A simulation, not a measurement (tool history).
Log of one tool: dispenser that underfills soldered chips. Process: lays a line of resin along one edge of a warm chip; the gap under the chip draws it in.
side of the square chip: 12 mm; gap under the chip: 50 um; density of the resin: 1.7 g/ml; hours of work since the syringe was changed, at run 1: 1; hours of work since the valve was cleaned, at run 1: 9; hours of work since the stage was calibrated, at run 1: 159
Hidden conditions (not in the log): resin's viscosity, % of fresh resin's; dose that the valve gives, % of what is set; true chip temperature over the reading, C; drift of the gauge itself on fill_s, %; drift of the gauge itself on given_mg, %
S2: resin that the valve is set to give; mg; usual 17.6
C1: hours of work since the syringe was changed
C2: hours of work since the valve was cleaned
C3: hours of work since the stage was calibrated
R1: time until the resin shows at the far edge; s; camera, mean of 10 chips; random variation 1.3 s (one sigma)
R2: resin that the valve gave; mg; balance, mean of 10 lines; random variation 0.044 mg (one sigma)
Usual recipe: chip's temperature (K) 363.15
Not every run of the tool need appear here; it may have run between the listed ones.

Run 1, day 0: usual settings; C1 1; C2 9; C3 159. Result: R1 141.2 s, R2 17.47 mg.
Run 2, day 0.138: usual settings; C1 3; C2 11; C3 162. Result: R1 174.3 s, R2 17.57 mg.
Run 3, day 0.408: usual settings but chip's temperature (K) 372.15; C1 8; C2 16; C3 166. Result: R1 175.9 s, R2 17.37 mg.
At day 0.588: new syringe of resin.
Run 4, day 0.65: usual settings but chip's temperature (K) 372.15; C1 1; C2 20; C3 170. Result: R1 96.3 s, R2 17.42 mg.
Run 5, day 0.85: usual settings but chip's temperature (K) 372.15; C1 5; C2 23; C3 174. Result: R1 127.7 s, R2 17.39 mg.
Run 6, day 0.992: usual settings; C1 7; C2 26; C3 176. Result: R1 246.9 s, R2 17.36 mg.
Run 7, day 1.129: usual settings; C1 9; C2 28; C3 179. Result: R1 299.2 s, R2 17.32 mg.
At day 1.229: new syringe of resin.
Run 8, day 1.333: usual settings; C1 2; C2 32; C3 182. Result: R1 158.4 s, R2 17.43 mg.
Run 9, day 1.571: usual settings; C1 6; C2 36; C3 186. Result: R1 226.6 s, R2 17.2 mg.
Run 10, day 1.8: usual settings; C1 10; C2 40; C3 190. Result: R1 321.9 s, R2 17.31 mg.
At day 1.867: new syringe of resin.
Run 11, day 1.983: usual settings but S2 18.2 mg; C1 2; C2 43; C3 193. Result: R1 161.3 s, R2 17.85 mg.
Run 12, day 2.225: usual settings; C1 6; C2 47; C3 197. Result: R1 231.7 s, R2 17.22 mg.
At day 2.508: new syringe of resin.
Run 13, day 2.508: usual settings but chip's temperature (K) 351.15; C1 0; C2 52; C3 202. Result: R1 252.1 s, R2 17.1 mg.
At day 2.629: dispensing valve cleaned and set on the balance.
Run 14, day 2.708: usual settings but chip's temperature (K) 351.15; C1 3; C2 1; C3 205. Result: R1 325.3 s, R2 17.45 mg.
Run 15, day 2.962: usual settings; C1 7; C2 6; C3 209. Result: R1 248 s, R2 17.51 mg.
Run 16, day 3.15: usual settings; C1 10; C2 9; C3 212. Result: R1 335 s, R2 17.52 mg.
At day 3.196: new syringe of resin.
Run 17, day 3.392: usual settings; C1 3; C2 13; C3 216. Result: R1 181.4 s, R2 17.49 mg.
Run 18, day 3.554: usual settings; C1 6; C2 16; C3 219. Result: R1 234.9 s, R2 17.43 mg.
Run 19, day 3.779: usual settings but chip's temperature (K) 361.15, S2 16.2 mg; C1 10; C2 20; C3 223. Result: R1 358.5 s, R2 16.06 mg.
At day 3.838: new syringe of resin.
Run 20, day 3.958: usual settings but chip's temperature (K) 350.15, S2 22.2 mg; C1 2; C2 23; C3 226. Result: R1 310.7 s, R2 21.84 mg.
Run 21, day 4.1: usual settings but chip's temperature (K) 373.15, S2 18.3 mg; C1 5; C2 25; C3 228. Result: R1 123.5 s, R2 18 mg.
Run 22, day 4.229: usual settings but chip's temperature (K) 378.15, S2 20.6 mg; C1 7; C2 27; C3 230. Result: R1 116.7 s, R2 20.36 mg.
At day 4.479: new syringe of resin.
Run 23, day 4.483: usual settings but chip's temperature (K) 377.15, S2 21.6 mg; C1 0; C2 32; C3 235. Result: R1 68.1 s, R2 21.24 mg.
Run 24, day 4.654: usual settings but chip's temperature (K) 367.15, S2 15.1 mg; C1 3; C2 35; C3 238. Result: R1 153.4 s, R2 14.76 mg.
Run 25, day 4.954: usual settings but chip's temperature (K) 367.15, S2 21.6 mg; C1 8; C2 40; C3 243. Result: R1 225.5 s, R2 21.08 mg.
At day 5.121: new syringe of resin.
Run 26, day 5.242: usual settings but chip's temperature (K) 374.15, S2 15.7 mg; C1 2; C2 44; C3 248. Result: R1 100.4 s, R2 15.3 mg.
Run 27, day 5.529: usual settings but chip's temperature (K) 370.15, S2 16.5 mg; C1 7; C2 49; C3 253. Result: R1 183.4 s, R2 16.11 mg.
Run 28, day 5.65: usual settings but S2 21.5 mg; C1 9; C2 52; C3 255. Result: R1 297.4 s, R2 20.92 mg.
At day 5.775: dispensing valve cleaned and set on the balance.
At day 5.804: new syringe of resin.
Run 29, day 5.921: usual settings but S2 21.5 mg; C1 2; C2 2; C3 259. Result: R1 161.4 s, R2 21.3 mg.
Run 30, day 6.071: usual settings but chip's temperature (K) 349.15; C1 5; C2 5; C3 261. Result: R1 422.7 s, R2 17.55 mg.
Run 31, day 6.196: usual settings but chip's temperature (K) 349.15; C1 7; C2 7; C3 263. Result: R1 511.6 s, R2 17.5 mg.
Run 32, day 6.379: usual settings but chip's temperature (K) 349.15; C1 10; C2 10; C3 266. Result: R1 670.4 s, R2 17.49 mg.
At day 6.454: new syringe of resin.
Run 33, day 6.671: usual settings but chip's temperature (K) 377.15; C1 4; C2 15; C3 271. Result: R1 100.9 s, R2 17.38 mg.
Run 34, day 6.938: usual settings but chip's temperature (K) 377.15; C1 8; C2 20; C3 276. Result: R1 143 s, R2 17.42 mg.
At day 7.092: new syringe of resin.
Run 35, day 7.146: usual settings but chip's temperature (K) 356.15, S2 21.7 mg; C1 1; C2 23; C3 279. Result: R1 206.8 s, R2 21.44 mg.

Forecast each of these 3 alternatives for the next run:
Run A, day 7.396: usual settings but chip's temperature (K) 356.15, S2 20.6 mg; C1 5; C2 27; C3 284. Result: R1 ?, R2 ?.
Run B, day 7.396: usual settings but chip's temperature (K) 357.15, S2 15.3 mg; C1 5; C2 27; C3 284. Result: R1 ?, R2 ?.
Run C, day 7.396: usual settings but chip's temperature (K) 351.15; C1 5; C2 27; C3 284. Result: R1 ?, R2 ?.

run     R1     R2
  A  300.4  20.29
  B  307.3  15.03
  C  400.6  17.33
Without the tool's hidden state the same runs would have given:
run     R1     R2
  A  179.1  20.62
  B  182.3  15.28
  C  237.7  17.62
